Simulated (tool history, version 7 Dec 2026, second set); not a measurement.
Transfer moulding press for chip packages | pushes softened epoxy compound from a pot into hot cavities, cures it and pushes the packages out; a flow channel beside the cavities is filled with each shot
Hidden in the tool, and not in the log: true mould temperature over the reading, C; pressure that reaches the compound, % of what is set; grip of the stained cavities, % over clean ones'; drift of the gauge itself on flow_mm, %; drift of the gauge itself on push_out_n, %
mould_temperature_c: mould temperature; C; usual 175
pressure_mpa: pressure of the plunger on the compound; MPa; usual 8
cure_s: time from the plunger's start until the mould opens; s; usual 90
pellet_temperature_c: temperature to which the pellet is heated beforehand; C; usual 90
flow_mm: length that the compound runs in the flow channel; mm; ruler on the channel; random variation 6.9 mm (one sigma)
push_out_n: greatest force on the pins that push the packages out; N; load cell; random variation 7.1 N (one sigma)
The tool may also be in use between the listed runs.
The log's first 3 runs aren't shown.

| run | hour | mould_temperature_c | pressure_mpa | cure_s | pellet_temperature_c | hours of work since the mould's thermocouples were calibrated | shots since the plunger's rings were changed | shots since the cavities were cleaned | incoming compound's hours out of the cold store | flow_mm | push_out_n |
|---|---|---|---|---|---|---|---|---|---|---|---|
| 4 | 30.2 | 175 | 8 | 90 | 93 | 68 | 1568 | 642 | 39.5 | 837 | 513 |
| 5 | 41.5 | 175 | 8 | 90 | 90 | 73 | 1672 | 746 | 47.8 | 804 | 502 |
| 6 | 54.4 | 175 | 8 | 90 | 90 | 79 | 1792 | 866 | 34.5 | 856 | 550 |
|  | 68.7 | cavities cleaned with cleaning compound and waxed |
| 7 | 69.9 | 175 | 8 | 90 | 90 | 85 | 1922 | 11 | 17 | 942 | 321 |
| 8 | 80.8 | 175 | 8 | 90 | 90 | 90 | 2023 | 112 | 46.3 | 810 | 345 |
|  | 84.1 | mould's thermocouples calibrated |
| 9 | 91.8 | 175 | 8 | 90 | 90 | 4 | 2107 | 196 | 10.5 | 962 | 429 |
| 10 | 103.9 | 175 | 8 | 90 | 90 | 9 | 2218 | 307 | 12.4 | 967 | 474 |
| 11 | 111.8 | 175 | 8 | 90 | 90 | 13 | 2292 | 381 | 38 | 840 | 459 |
|  | 124.9 | mould's thermocouples calibrated, once more |
| 12 | 128.2 | 175 | 8 | 111 | 90 | 2 | 2425 | 514 | 41.1 | 823 | 425 |
| 13 | 142.6 | 175 | 8 | 90 | 90 | 8 | 2559 | 648 | 9.4 | 967 | 527 |
| 14 | 148.9 | 175 | 8 | 90 | 90 | 11 | 2617 | 706 | 45.2 | 798 | 509 |
| 15 | 160.5 | 175 | 8 | 90 | 90 | 16 | 2725 | 814 | 43.4 | 814 | 494 |
| 16 | 172.1 | 175 | 6.07 | 90 | 96 | 21 | 2833 | 922 | 43.4 | 700 | 524 |
|  | 179.9 | cavities cleaned with cleaning compound and waxed |
| 17 | 180.9 | 175 | 9.44 | 90 | 100 | 25 | 2901 | 10 | 32.5 | 921 | 288 |
| 18 | 189.9 | 175 | 9.44 | 90 | 100 | 29 | 2984 | 93 | 41.9 | 871 | 346 |
| 19 | 198.7 | 175 | 9.27 | 90 | 100 | 33 | 3065 | 174 | 28.2 | 926 | 375 |
| 20 | 209.7 | 183 | 8.46 | 90 | 100 | 38 | 3167 | 276 | 32.1 | 845 | 356 |

The next listed run, before its measurement:
| 21 | 222.8 | 167 | 9.32 | 90 | 90 | 44 | 3288 | 397 | 39.1 | ? | ? |

Run 21 gave flow_mm 925 mm, push_out_n 780 N.
Without the tool's hidden state the same run would have given flow_mm 977 mm, push_out_n 488 N.
